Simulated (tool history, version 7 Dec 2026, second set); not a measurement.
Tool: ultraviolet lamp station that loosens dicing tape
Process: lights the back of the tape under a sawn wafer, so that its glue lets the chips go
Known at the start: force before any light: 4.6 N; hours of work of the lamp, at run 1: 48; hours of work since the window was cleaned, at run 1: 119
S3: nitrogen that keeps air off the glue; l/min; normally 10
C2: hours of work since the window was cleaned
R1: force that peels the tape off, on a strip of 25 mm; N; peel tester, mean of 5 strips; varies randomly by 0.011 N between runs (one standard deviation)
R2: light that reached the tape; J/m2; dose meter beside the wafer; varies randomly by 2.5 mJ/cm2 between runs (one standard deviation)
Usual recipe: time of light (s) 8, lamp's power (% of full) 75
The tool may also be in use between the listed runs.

{"run": 1, "day": 0.0, "time of light (s)": 8, "lamp's power (% of full)": 75, "S3": 10, "hours of work of the lamp": 48, "C2": 119, "R1": 0.559, "R2": 2780}
{"run": 2, "day": 0.412, "time of light (s)": 8, "lamp's power (% of full)": 75, "S3": 10, "hours of work of the lamp": 54, "C2": 125, "R1": 0.556, "R2": 2760}
{"run": 3, "day": 0.829, "time of light (s)": 8, "lamp's power (% of full)": 75, "S3": 10, "hours of work of the lamp": 61, "C2": 132, "R1": 0.542, "R2": 2730}
{"run": 4, "day": 1.246, "time of light (s)": 8, "lamp's power (% of full)": 75, "S3": 10, "hours of work of the lamp": 67, "C2": 138, "R1": 0.548, "R2": 2760}
{"run": 5, "day": 1.704, "time of light (s)": 10, "lamp's power (% of full)": 75, "S3": 10, "hours of work of the lamp": 74, "C2": 145, "R1": 0.378, "R2": 3370}
{"run": 6, "day": 2.112, "time of light (s)": 15, "lamp's power (% of full)": 75, "S3": 10, "hours of work of the lamp": 81, "C2": 152, "R1": 0.25, "R2": 5110}
{"run": 7, "day": 2.417, "time of light (s)": 8, "lamp's power (% of full)": 75, "S3": 4, "hours of work of the lamp": 85, "C2": 156, "R1": 1.014, "R2": 2760}
{"run": 8, "day": 2.762, "time of light (s)": 8, "lamp's power (% of full)": 75, "S3": 6, "hours of work of the lamp": 91, "C2": 162, "R1": 0.782, "R2": 2720}
{"run": 9, "day": 3.129, "time of light (s)": 8, "lamp's power (% of full)": 75, "S3": 6, "hours of work of the lamp": 97, "C2": 168, "R1": 0.783, "R2": 2660}
{"run": 10, "day": 3.475, "time of light (s)": 8, "lamp's power (% of full)": 75, "S3": 6, "hours of work of the lamp": 102, "C2": 173, "R1": 0.784, "R2": 2700}
{"run": 11, "day": 3.717, "time of light (s)": 8, "lamp's power (% of full)": 75, "S3": 6, "hours of work of the lamp": 106, "C2": 177, "R1": 0.801, "R2": 2680}
{"run": 12, "day": 3.933, "time of light (s)": 8, "lamp's power (% of full)": 75, "S3": 10, "hours of work of the lamp": 109, "C2": 180, "R1": 0.564, "R2": 2670}
{"run": 13, "day": 4.354, "time of light (s)": 8, "lamp's power (% of full)": 74, "S3": 10, "hours of work of the lamp": 116, "C2": 187, "R1": 0.592, "R2": 2570}
{"run": 14, "day": 4.679, "time of light (s)": 8, "lamp's power (% of full)": 75, "S3": 5, "hours of work of the lamp": 121, "C2": 192, "R1": 0.908, "R2": 2600}
{"run": 15, "day": 5.05, "time of light (s)": 8, "lamp's power (% of full)": 75, "S3": 5, "hours of work of the lamp": 127, "C2": 198, "R1": 0.867, "R2": 2670}
{"run": 16, "day": 5.4, "time of light (s)": 8, "lamp's power (% of full)": 75, "S3": 8, "hours of work of the lamp": 132, "C2": 203, "R1": 0.67, "R2": 2660}
{"run": 17, "day": 5.671, "time of light (s)": 12, "lamp's power (% of full)": 75, "S3": 10, "hours of work of the lamp": 137, "C2": 208, "R1": 0.302, "R2": 3930}
{"run": 18, "day": 5.946, "time of light (s)": 14, "lamp's power (% of full)": 75, "S3": 10, "hours of work of the lamp": 141, "C2": 212, "R1": 0.263, "R2": 4570}
{"run": 19, "day": 6.204, "time of light (s)": 14, "lamp's power (% of full)": 75, "S3": 10, "hours of work of the lamp": 145, "C2": 216, "R1": 0.261, "R2": 4590}
{"run": 20, "day": 6.404, "time of light (s)": 8, "lamp's power (% of full)": 75, "S3": 5, "hours of work of the lamp": 148, "C2": 219, "R1": 0.891, "R2": 2610}
{"run": 21, "day": 6.612, "time of light (s)": 8, "lamp's power (% of full)": 75, "S3": 5, "hours of work of the lamp": 151, "C2": 222, "R1": 0.95, "R2": 2620}
{"run": 22, "day": 6.842, "time of light (s)": 8, "lamp's power (% of full)": 75, "S3": 10, "hours of work of the lamp": 155, "C2": 226, "R1": 0.574, "R2": 2570}
{"run": 23, "day": 7.204, "time of light (s)": 5, "lamp's power (% of full)": 75, "S3": 10, "hours of work of the lamp": 161, "C2": 232, "R1": 1.199, "R2": 1630}
{"run": 24, "day": 7.633, "time of light (s)": 5, "lamp's power (% of full)": 75, "S3": 10, "hours of work of the lamp": 167, "C2": 238, "R1": 1.193, "R2": 1620}
{"run": 25, "day": 7.988, "time of light (s)": 13, "lamp's power (% of full)": 77, "S3": 10, "hours of work of the lamp": 173, "C2": 244, "R1": 0.286, "R2": 4320}
{"run": 26, "day": 8.258, "time of light (s)": 8, "lamp's power (% of full)": 88, "S3": 10, "hours of work of the lamp": 177, "C2": 248, "R1": 0.475, "R2": 3020}
{"run": 27, "day": 8.471, "time of light (s)": 8, "lamp's power (% of full)": 88, "S3": 10, "hours of work of the lamp": 181, "C2": 252, "R1": 0.457, "R2": 3020}
{"run": 28, "day": 8.704, "time of light (s)": 8, "lamp's power (% of full)": 68, "S3": 11, "hours of work of the lamp": 184, "C2": 255, "R1": 0.665, "R2": 2310}
{"run": 29, "day": 9.083, "time of light (s)": 8, "lamp's power (% of full)": 75, "S3": 15, "hours of work of the lamp": 190, "C2": 261, "R1": 0.454, "R2": 2570}
{"run": 30, "day": 9.3, "time of light (s)": 14, "lamp's power (% of full)": 75, "S3": 8, "hours of work of the lamp": 194, "C2": 265, "R1": 0.306, "R2": 4470}
{"run": 31, "day": 9.771, "time of light (s)": 14, "lamp's power (% of full)": 75, "S3": 8, "hours of work of the lamp": 201, "C2": 272, "R1": 0.302, "R2": 4420}
{"run": 32, "day": 10.133, "time of light (s)": 6, "lamp's power (% of full)": 82, "S3": 10, "hours of work of the lamp": 207, "C2": 278, "R1": 0.821, "R2": 2060}
{"run": 33, "day": 10.504, "time of light (s)": 7, "lamp's power (% of full)": 64, "S3": 19, "hours of work of the lamp": 213, "C2": 284, "R1": 0.684, "R2": 1860}
{"run": 34, "day": 10.862, "time of light (s)": 5, "lamp's power (% of full)": 64, "S3": 4, "hours of work of the lamp": 218, "C2": 289, "R1": 2.135, "R2": 1310}
{"run": 35, "day": 11.267, "time of light (s)": 5, "lamp's power (% of full)": 64, "S3": 4, "hours of work of the lamp": 225, "C2": 296, "R1": 2.114, "R2": 1360}
{"run": 36, "day": 11.575, "time of light (s)": 5, "lamp's power (% of full)": 64, "S3": 4, "hours of work of the lamp": 229, "C2": 300, "R1": 2.154, "R2": 1330}
{"run": 37, "day": 12.054, "time of light (s)": 7, "lamp's power (% of full)": 75, "S3": 19, "hours of work of the lamp": 237, "C2": 308, "R1": 0.526, "R2": 2190}
{"run": 38, "day": 12.492, "time of light (s)": 11, "lamp's power (% of full)": 75, "S3": 9, "hours of work of the lamp": 244, "C2": 315, "R1": 0.403, "R2": 3420}
{"run": 39, "day": 12.708, "time of light (s)": 5, "lamp's power (% of full)": 79, "S3": 17, "hours of work of the lamp": 247, "C2": 318, "R1": 0.921, "R2": 1600}
{"day": 12.833, "done": "window cleaned of glue's vapour"}
{"run": 40, "day": 13.004, "time of light (s)": 9, "lamp's power (% of full)": 70, "S3": 6, "hours of work of the lamp": 251, "C2": 3, "R1": 0.733, "R2": 2770}
{"run": 41, "day": 13.429, "time of light (s)": 9, "lamp's power (% of full)": 79, "S3": 7, "hours of work of the lamp": 258, "C2": 9, "R1": 0.564, "R2": 3120}
{"run": 42, "day": 13.867, "time of light (s)": 9, "lamp's power (% of full)": 79, "S3": 7, "hours of work of the lamp": 265, "C2": 16, "R1": 0.551, "R2": 3140}
{"run": 43, "day": 14.288, "time of light (s)": 9, "lamp's power (% of full)": 79, "S3": 7, "hours of work of the lamp": 272, "C2": 23, "R1": 0.583, "R2": 3110}
{"run": 44, "day": 14.65, "time of light (s)": 9, "lamp's power (% of full)": 79, "S3": 3, "hours of work of the lamp": 277, "C2": 29, "R1": 0.974, "R2": 3100}

Entry by entry between the runs, the difference in hidden state between the last listed run before and the first listed run after:
In the gap between runs 39 and 40: window cleaned of glue's vapour (day 12.833)
  lamp's light, % of a new lamp's: 91.5 -> 91.4; light that the window lets through, % of a clean one's: 92.2 -> 99.2
  measured less the result without the state, R1: +0.207 -> +0.105 N; R2: -300 -> -280 J/m2
